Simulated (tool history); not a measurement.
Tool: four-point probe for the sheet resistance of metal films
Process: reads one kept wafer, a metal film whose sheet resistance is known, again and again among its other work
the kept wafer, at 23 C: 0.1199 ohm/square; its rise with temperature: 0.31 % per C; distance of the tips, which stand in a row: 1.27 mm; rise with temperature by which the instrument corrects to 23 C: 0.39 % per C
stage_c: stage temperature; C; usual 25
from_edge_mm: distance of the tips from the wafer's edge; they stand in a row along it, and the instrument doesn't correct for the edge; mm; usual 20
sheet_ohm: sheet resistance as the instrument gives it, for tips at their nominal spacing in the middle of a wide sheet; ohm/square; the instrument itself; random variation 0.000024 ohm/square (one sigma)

{"run": 1, "hour": 0.0, "stage_c": 25, "from_edge_mm": 20, "sheet_ohm": 0.120904}
{"run": 2, "hour": 7.8, "stage_c": 25, "from_edge_mm": 20, "sheet_ohm": 0.120894}
{"run": 3, "hour": 15.1, "stage_c": 25, "from_edge_mm": 20, "sheet_ohm": 0.120878}
{"run": 4, "hour": 28.7, "stage_c": 34, "from_edge_mm": 20, "sheet_ohm": 0.120098}
{"run": 5, "hour": 40.3, "stage_c": 34, "from_edge_mm": 20, "sheet_ohm": 0.120135}
{"run": 6, "hour": 47.0, "stage_c": 25, "from_edge_mm": 20, "sheet_ohm": 0.120908}
{"run": 7, "hour": 55.0, "stage_c": 25, "from_edge_mm": 20, "sheet_ohm": 0.12092}
{"run": 8, "hour": 67.2, "stage_c": 19, "from_edge_mm": 20, "sheet_ohm": 0.121435}
{"run": 9, "hour": 77.8, "stage_c": 31, "from_edge_mm": 20, "sheet_ohm": 0.120385}
{"run": 10, "hour": 92.1, "stage_c": 31, "from_edge_mm": 20, "sheet_ohm": 0.120382}
{"run": 11, "hour": 102.9, "stage_c": 31, "from_edge_mm": 20, "sheet_ohm": 0.120388}
{"run": 12, "hour": 112.6, "stage_c": 31, "from_edge_mm": 20, "sheet_ohm": 0.120397}
{"run": 13, "hour": 122.2, "stage_c": 20, "from_edge_mm": 12, "sheet_ohm": 0.121813}
{"run": 14, "hour": 135.4, "stage_c": 20, "from_edge_mm": 12, "sheet_ohm": 0.121877}
{"hour": 137.3, "done": "stage's thermometer calibrated"}
{"run": 15, "hour": 147.7, "stage_c": 29, "from_edge_mm": 5, "sheet_ohm": 0.124324}
{"run": 16, "hour": 155.6, "stage_c": 34, "from_edge_mm": 21, "sheet_ohm": 0.120105}
{"run": 17, "hour": 165.6, "stage_c": 34, "from_edge_mm": 21, "sheet_ohm": 0.120113}
{"run": 18, "hour": 174.9, "stage_c": 34, "from_edge_mm": 34, "sheet_ohm": 0.119974}
{"hour": 181.5, "done": "stage's thermometer calibrated, once more"}
{"run": 19, "hour": 189.7, "stage_c": 19, "from_edge_mm": 15, "sheet_ohm": 0.121804}
{"run": 20, "hour": 196.0, "stage_c": 22, "from_edge_mm": 49, "sheet_ohm": 0.121042}
{"run": 21, "hour": 204.6, "stage_c": 34, "from_edge_mm": 40, "sheet_ohm": 0.120028}
{"run": 22, "hour": 218.9, "stage_c": 27, "from_edge_mm": 7, "sheet_ohm": 0.122685}
{"run": 23, "hour": 225.5, "stage_c": 27, "from_edge_mm": 7, "sheet_ohm": 0.122675}

Forecast each of these 4 alternatives for the next run:
{"run": "A", "hour": 240.1, "stage_c": 25, "from_edge_mm": 31, "sheet_ohm": "?"}
{"run": "B", "hour": 240.1, "stage_c": 34, "from_edge_mm": 20, "sheet_ohm": "?"}
{"run": "C", "hour": 240.1, "stage_c": 26, "from_edge_mm": 27, "sheet_ohm": "?"}
{"run": "D", "hour": 240.1, "stage_c": 24, "from_edge_mm": 3, "sheet_ohm": "?"}

run=A sheet_ohm=0.120895
run=B sheet_ohm=0.120244
run=C sheet_ohm=0.120832
run=D sheet_ohm=0.131424
Without the tool's hidden state the same runs would have given:
run=A sheet_ohm=0.11983
run=B sheet_ohm=0.119184
run=C sheet_ohm=0.119767
run=D sheet_ohm=0.130274
